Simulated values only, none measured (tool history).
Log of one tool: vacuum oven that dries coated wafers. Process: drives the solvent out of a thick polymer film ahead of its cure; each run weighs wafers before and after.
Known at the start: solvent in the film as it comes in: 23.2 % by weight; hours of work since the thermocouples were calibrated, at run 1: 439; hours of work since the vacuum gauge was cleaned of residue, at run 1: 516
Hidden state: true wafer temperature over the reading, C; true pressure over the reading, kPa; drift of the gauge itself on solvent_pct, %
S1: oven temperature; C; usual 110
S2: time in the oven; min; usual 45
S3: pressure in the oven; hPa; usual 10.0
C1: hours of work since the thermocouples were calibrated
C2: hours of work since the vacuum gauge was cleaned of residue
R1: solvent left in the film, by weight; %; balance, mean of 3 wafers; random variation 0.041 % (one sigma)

| run | hour | S1 | S2 | S3 | C1 | C2 | R1 |
|---|---|---|---|---|---|---|---|
| 1 | 0.0 | 110 | 45 | 10.0 | 439 | 516 | 1.53 |
| 2 | 24.2 | 113 | 45 | 10.0 | 453 | 530 | 1.22 |
| 3 | 47.6 | 113 | 45 | 10.0 | 466 | 544 | 1.20 |
| 4 | 63.8 | 110 | 45 | 10.0 | 476 | 553 | 1.52 |
| 5 | 90.6 | 110 | 45 | 10.0 | 491 | 569 | 1.52 |
| 6 | 105.1 | 110 | 45 | 10.0 | 500 | 577 | 1.53 |
| 7 | 116.6 | 116 | 45 | 10.0 | 507 | 584 | 0.90 |
| 8 | 129.1 | 116 | 45 | 10.0 | 514 | 591 | 0.96 |
| 9 | 144.1 | 110 | 46 | 10.0 | 523 | 600 | 1.52 |
| 10 | 165.7 | 110 | 46 | 10.0 | 535 | 613 | 1.40 |
| 11 | 180.8 | 110 | 46 | 10.0 | 544 | 622 | 1.53 |
| 12 | 202.8 | 111 | 46 | 10.0 | 557 | 634 | 1.41 |
| 13 | 217.3 | 103 | 45 | 10.0 | 565 | 643 | 2.78 |
| 14 | 229.4 | 110 | 45 | 10.0 | 572 | 650 | 1.53 |
| 15 | 250.0 | 110 | 38 | 10.0 | 584 | 662 | 1.99 |
| 16 | 264.9 | 110 | 38 | 10.0 | 593 | 671 | 2.10 |
| 17 | 280.6 | 110 | 38 | 10.0 | 602 | 680 | 2.02 |
| 18 | 295.1 | 110 | 38 | 10.0 | 611 | 688 | 2.06 |
| 19 | 318.5 | 105 | 45 | 10.0 | 624 | 702 | 2.35 |
| 20 | 332.4 | 110 | 45 | 10.0 | 632 | 710 | 1.51 |
| 21 | 356.2 | 110 | 45 | 10.0 | 646 | 724 | 1.56 |
| 22 | 380.6 | 110 | 45 | 10.0 | 660 | 738 | 1.49 |
| 23 | 398.5 | 110 | 45 | 10.0 | 671 | 748 | 1.54 |
| 24 | 416.0 | 96 | 27 | 11.9 | 681 | 758 | 8.06 |
| 25 | 428.4 | 96 | 27 | 11.9 | 688 | 766 | 8.03 |
| 26 | 453.2 | 96 | 54 | 11.9 | 703 | 780 | 3.82 |
| 27 | 479.0 | 96 | 54 | 11.9 | 718 | 795 | 3.92 |
| 28 | 499.1 | 96 | 54 | 11.9 | 729 | 807 | 3.94 |
| 29 | 519.7 | 124 | 55 | 11.9 | 741 | 819 | 0.60 |
| 30 | 538.9 | 124 | 55 | 11.9 | 753 | 830 | 0.56 |
| 31 | 565.4 | 124 | 55 | 11.9 | 768 | 846 | 0.55 |
| 32 | 578.3 | 110 | 74 | 13.3 | 776 | 853 | 1.06 |
| 33 | 605.5 | 110 | 74 | 13.3 | 791 | 869 | 1.11 |
| 34 | 617.6 | 106 | 74 | 6.1 | 798 | 876 | 0.93 |
| 35 | 632.1 | 117 | 74 | 12.4 | 807 | 884 | 0.73 |
| 36 | 654.2 | 117 | 74 | 12.4 | 820 | 897 | 0.76 |
| 37 | 678.6 | 109 | 55 | 18.2 | 834 | 911 | 1.75 |
| 38 | 691.3 | 96 | 37 | 19.8 | 841 | 919 | 6.76 |
| 39 | 702.5 | 96 | 25 | 21.4 | 848 | 925 | 9.21 |
| 40 | 721.7 | 107 | 41 | 10.0 | 859 | 937 | 2.34 |
| 41 | 734.7 | 107 | 41 | 10.0 | 867 | 944 | 2.33 |
| 42 | 746.3 | 107 | 41 | 10.0 | 873 | 951 | 2.43 |
| 43 | 768.1 | 110 | 50 | 19.6 | 886 | 964 | 1.92 |

4 ways to go on from here, each from the tool as it stands after run 43. What would each give?
| A | 782.6 | 123 | 26 | 23.8 | 895 | 972 | ? |
| B | 782.6 | 103 | 75 | 19.6 | 895 | 972 | ? |
| C | 782.6 | 110 | 50 | 19.0 | 895 | 972 | ? |
| D | 782.6 | 108 | 50 | 19.6 | 895 | 972 | ? |

| run | R1 |
|---|---|
| A | 1.77 |
| B | 2.06 |
| C | 1.87 |
| D | 2.20 |
Without the tool's hidden state the same runs would have given:
| run | R1 |
|---|---|
| A | 1.73 |
| B | 1.87 |
| C | 1.75 |
| D | 2.08 |
